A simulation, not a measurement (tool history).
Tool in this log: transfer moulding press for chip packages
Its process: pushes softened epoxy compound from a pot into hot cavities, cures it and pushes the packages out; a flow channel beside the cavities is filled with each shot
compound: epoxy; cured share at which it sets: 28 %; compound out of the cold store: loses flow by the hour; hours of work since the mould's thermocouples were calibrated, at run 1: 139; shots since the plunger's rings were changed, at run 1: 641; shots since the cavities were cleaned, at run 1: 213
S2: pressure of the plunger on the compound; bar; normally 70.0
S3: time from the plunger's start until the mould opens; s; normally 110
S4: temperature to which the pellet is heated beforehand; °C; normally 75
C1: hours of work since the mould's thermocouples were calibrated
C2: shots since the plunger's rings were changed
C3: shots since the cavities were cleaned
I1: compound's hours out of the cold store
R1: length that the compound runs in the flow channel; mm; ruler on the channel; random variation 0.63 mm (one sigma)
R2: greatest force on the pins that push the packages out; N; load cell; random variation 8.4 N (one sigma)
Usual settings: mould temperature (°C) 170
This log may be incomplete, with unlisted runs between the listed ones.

Run 1, day 0.000: usual settings; C1 139; C2 641; C3 213; I1 22.3. Result: R1 518.5 mm, R2 510 N.
Run 2, day 0.246: usual settings but S3 129 s; C1 141; C2 679; C3 251; I1 16.2. Result: R1 528.1 mm, R2 490 N.
Run 3, day 0.592: usual settings but S3 129 s; C1 145; C2 733; C3 305; I1 34.1. Result: R1 500.2 mm, R2 513 N.
Run 4, day 0.804: usual settings; C1 147; C2 766; C3 338; I1 30.7. Result: R1 506.0 mm, R2 562 N.
Run 5, day 1.079: usual settings; C1 150; C2 809; C3 381; I1 23.6. Result: R1 514.2 mm, R2 581 N.
Run 6, day 1.292: usual settings; C1 152; C2 842; C3 414; I1 29.7. Result: R1 505.7 mm, R2 593 N.
Run 7, day 1.567: usual settings; C1 154; C2 884; C3 456; I1 28.4. Result: R1 508.1 mm, R2 605 N.
At day 1.646: cavities cleaned with cleaning compound and waxed.
Run 8, day 2.029: usual settings; C1 158; C2 946; C3 59; I1 23.8. Result: R1 514.5 mm, R2 663 N.
Run 9, day 2.392: usual settings but S2 72.7 bar; C1 162; C2 1003; C3 116; I1 48.0. Result: R1 490.3 mm, R2 659 N.
Run 10, day 2.650: usual settings but S4 66 °C; C1 165; C2 1043; C3 156; I1 16.3. Result: R1 526.8 mm, R2 735 N.

What does the tool deliver on the next run?
Run 11, day 3.017: usual settings but S2 56.3 bar, S4 74 °C; C1 168; C2 1100; C3 213; I1 16.6. Result: R1 ?, R2 ?.

R1: 470.6 mm
R2: 702 N
Had the tool carried no hidden state, the very same run would have given R1 474.1 mm, R2 376 N.
